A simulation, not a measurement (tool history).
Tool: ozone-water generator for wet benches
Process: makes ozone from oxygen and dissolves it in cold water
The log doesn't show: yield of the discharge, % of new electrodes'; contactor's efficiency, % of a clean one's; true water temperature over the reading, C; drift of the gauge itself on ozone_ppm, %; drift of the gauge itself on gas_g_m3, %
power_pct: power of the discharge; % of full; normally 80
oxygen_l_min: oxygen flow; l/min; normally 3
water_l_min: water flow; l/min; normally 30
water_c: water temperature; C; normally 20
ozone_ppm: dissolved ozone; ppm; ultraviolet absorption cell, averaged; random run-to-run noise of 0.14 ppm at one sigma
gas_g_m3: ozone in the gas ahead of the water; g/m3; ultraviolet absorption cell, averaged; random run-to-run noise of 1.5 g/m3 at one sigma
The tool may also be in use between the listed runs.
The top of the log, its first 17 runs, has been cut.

| run | hour | power_pct | oxygen_l_min | water_l_min | water_c | hours of work since the electrodes were changed | hours of work since the contactor was cleaned | hours of work since the thermometer was calibrated | ozone_ppm | gas_g_m3 |
|---|---|---|---|---|---|---|---|---|---|---|
| 18 | 1819.4 | 80 | 4.35 | 19 | 19 | 5705 | 1048 | 554 | 24.5 | 232.5 |
| 19 | 1920.1 | 80 | 1.67 | 22 | 20 | 5796 | 1139 | 645 | 19.8 | 418.1 |
| 20 | 2005.9 | 85 | 3 | 30 | 20 | 5874 | 1217 | 723 | 16.9 | 301.9 |
| 21 | 2144.2 | 85 | 3 | 30 | 20 | 5999 | 1342 | 848 | 16.7 | 302.5 |
| 22 | 2275.1 | 85 | 3.48 | 30 | 25 | 6117 | 1460 | 966 | 16.4 | 275.9 |
| 23 | 2381.1 | 80 | 3 | 32 | 16 | 6213 | 1556 | 1062 | 15.7 | 290.4 |
| 24 | 2475.5 | 80 | 3 | 32 | 16 | 6298 | 1641 | 1147 | 15.6 | 293.1 |
| 25 | 2551 | 80 | 3 | 25 | 13 | 6366 | 1709 | 1215 | 20.7 | 294 |
| 26 | 2613.8 | 80 | 3 | 41 | 16 | 6423 | 1766 | 1272 | 12.1 | 291.3 |
| 27 | 2756 | 49 | 3 | 28 | 25 | 6552 | 1894 | 1401 | 12.4 | 218.9 |
| 28 | 2843.3 | 80 | 3 | 33 | 17 | 6630 | 1973 | 1480 | 15.1 | 292.8 |
| 29 | 2987.8 | 80 | 3 | 44 | 20 | 6761 | 2104 | 1610 | 11 | 288.2 |
| 30 | 3129.8 | 61 | 3.05 | 45 | 21 | 6889 | 2232 | 1738 | 9.2 | 246.3 |
| 31 | 3243.1 | 56 | 3 | 30 | 20 | 6992 | 2335 | 1841 | 13.2 | 236.2 |
| 32 | 3338.7 | 52 | 3 | 30 | 24 | 7078 | 2421 | 1927 | 12.3 | 225.4 |
| 33 | 3449.6 | 40 | 3 | 30 | 25 | 7178 | 2521 | 2027 | 10.2 | 192.9 |

Here are 4 independent what-if runs from the current tool condition. What would each one return?
| A | 3538.7 | 66 | 4.77 | 24 | 20 | 7259 | 2602 | 2108 | ? | ? |
| B | 3538.7 | 61 | 3 | 24 | 25 | 7259 | 2602 | 2108 | ? | ? |
| C | 3538.7 | 80 | 3 | 30 | 26 | 7259 | 2602 | 2108 | ? | ? |
| D | 3538.7 | 80 | 4.37 | 30 | 20 | 7259 | 2602 | 2108 | ? | ? |

| run | ozone_ppm | gas_g_m3 |
|---|---|---|
| A | 18 | 195.5 |
| B | 16.4 | 244.9 |
| C | 15.4 | 291.2 |
| D | 16.8 | 231.1 |
The same runs, with their run-to-run variation unchanged, on a tool lacking any hidden condition would have given:
| run | ozone_ppm | gas_g_m3 |
|---|---|---|
| A | 18 | 195.9 |
| B | 16.5 | 245.4 |
| C | 15.4 | 291.9 |
| D | 16.9 | 231.7 |

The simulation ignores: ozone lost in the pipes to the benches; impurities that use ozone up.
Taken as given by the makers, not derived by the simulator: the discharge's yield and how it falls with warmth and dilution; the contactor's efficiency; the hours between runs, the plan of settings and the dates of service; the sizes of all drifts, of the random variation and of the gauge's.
